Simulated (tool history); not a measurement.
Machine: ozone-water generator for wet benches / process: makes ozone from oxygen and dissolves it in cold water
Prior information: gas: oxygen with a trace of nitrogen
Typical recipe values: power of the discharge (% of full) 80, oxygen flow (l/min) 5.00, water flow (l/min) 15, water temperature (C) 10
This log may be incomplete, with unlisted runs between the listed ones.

run	day	power of the discharge (% of full)	oxygen flow (l/min)	water flow (l/min)	water temperature (C)	dissolved ozone (ppm)	ozone in the gas ahead of the water (g/m3)
1	0.000	80	5.00	15	10	38.6	250.1
# day 1.862: water thermometer calibrated
2	4.921	80	5.00	15	8	39.6	254.3
3	7.212	80	4.86	15	10	38.2	255.2
4	10.254	80	5.00	14	10	41.1	248.9
5	12.462	80	5.00	15	10	38.9	250.3
6	17.533	80	5.00	15	10	38.9	251.1
7	21.346	80	5.00	15	10	38.8	250.9
8	24.325	80	5.00	15	10	38.9	251.3
9	26.942	80	5.00	14	10	41.4	252.3
10	31.129	80	5.00	14	10	40.3	251.3
11	35.521	80	5.00	15	10	38.8	253.6
12	38.633	56	5.41	10	18	34.4	186.1
13	41.108	56	3.72	11	18	31.7	217.7
14	43.954	56	3.72	11	18	32.2	217.0
15	48.296	56	3.72	11	18	32.1	217.6
16	52.104	74	2.59	17	15	26.3	307.5
17	56.558	89	8.78	9	10	58.9	220.8
18	61.479	52	8.78	9	12	37.8	148.2
19	65.262	80	5.00	15	6	41.0	254.3
20	68.421	80	5.00	15	6	40.6	255.0
21	72.704	58	6.18	15	14	29.7	182.0
22	77.346	94	2.56	9	15	53.6	367.9

Difference, measured minus no-hidden-state, one row per run. Run-to-run variation is common to both terms; the gauge's own scatter need not be:
The tool's hidden condition here consists of: yield of the discharge, % of new electrodes'; contactor's efficiency, % of a clean one's; true water temperature over the reading, C; drift of the gauge itself on ozone_ppm, %; drift of the gauge itself on gas_g_m3, %.
run	ozone in the gas ahead of the water (g/m3)
1	+0.0
2	+0.2
3	+0.3
4	+0.4
5	+0.5
6	+0.7
7	+0.8
8	+1.0
9	+1.1
10	+1.3
11	+1.5
12	+1.3
13	+1.5
14	+1.6
15	+1.8
16	+2.7
17	+2.1
18	+1.6
19	+2.8
20	+2.9
21	+2.2
22	+4.9
dissolved ozone (ppm): within 0.1 of the measured result in every run.
